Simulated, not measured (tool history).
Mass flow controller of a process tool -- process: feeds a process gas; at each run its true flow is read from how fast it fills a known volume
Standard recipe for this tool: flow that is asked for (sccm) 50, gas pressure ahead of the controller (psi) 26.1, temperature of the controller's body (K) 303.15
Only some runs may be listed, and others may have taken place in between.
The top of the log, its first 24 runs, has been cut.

run      day  flow that is asked for (sccm)  gas pressure ahead of the controller (psi)  temperature of the controller's body (K)  hours of work since the controller was set to zero  hours of work since the controller was changed  true flow (%)
 25  275.388                             50                                        26.1                                    303.15                                                1204                                            8253          99.63
 26  284.542                             50                                        21.8                                    302.15                                                1318                                            8367          99.28
 27  293.867                             50                                        21.8                                    302.15                                                1433                                            8482          99.38
 28  305.396                             50                                        21.8                                    302.15                                                1576                                            8625          99.36
 29  319.329                             50                                        40.5                                    295.15                                                1748                                            8797          99.50
 30  335.629                             50                                        40.5                                    295.15                                                1950                                            8999          99.38
 31  346.804                             18                                        31.0                                    301.15                                                2088                                            9137          99.00
 32  353.546                             83                                        36.8                                    303.15                                                2172                                            9220         100.37
 33  361.417                             15                                        23.6                                    298.15                                                2269                                            9318          98.58
 34  370.071                             15                                        23.6                                    298.15                                                2376                                            9425          98.58
 35  383.154                             24                                        21.2                                    301.15                                                2538                                            9587          98.89
 36  397.746                             17                                        21.2                                    301.15                                                2719                                            9767          98.83
 37  413.217                             17                                        21.2                                    301.15                                                2910                                            9959          98.58
 38  427.158                             33                                        20.9                                    293.15                                                3083                                           10131          98.46
 39  435.292                             46                                        22.5                                    303.15                                                3183                                           10232          99.31
 40  443.921                             50                                        35.5                                    310.15                                                3290                                           10339         100.42
 41  456.242                             50                                        29.2                                    310.15                                                3442                                           10491         100.28
 42  465.312                             50                                        29.2                                    310.15                                                3555                                           10604         100.32
 43  481.021                             28                                        27.8                                    312.15                                                3749                                           10798          99.80
 44  490.854                             28                                        27.8                                    312.15                                                3871                                           10920          99.90
 45  507.062                             29                                        32.9                                    294.15                                                4071                                           11120          98.89
 46  520.467                             50                                        20.3                                    303.15                                                4237                                           11286          99.29
 47  531.150                             50                                        26.1                                    304.15                                                4369                                           11418          99.69
 48  541.567                             73                                        34.2                                    298.15                                                4498                                           11547          99.92
 49  550.017                             39                                        31.9                                    303.15                                                4603                                           11652          99.62

Consider 3 possible next runs. They are alternatives, not a sequence: every one starts from the tool as it was left by run 49. What does each give?
  A  560.942                             80                                        36.7                                    303.15                                                4738                                           11787              ?
  B  560.942                             50                                        30.0                                    297.15                                                4738                                           11787              ?
  C  560.942                             15                                        21.2                                    296.15                                                4738                                           11787              ?

run  true flow (%)
  A         100.42
  B          99.25
  C          98.49
Had the tool no hidden state, the same runs would have come out as:
run  true flow (%)
  A         100.40
  B          99.24
  C          98.47
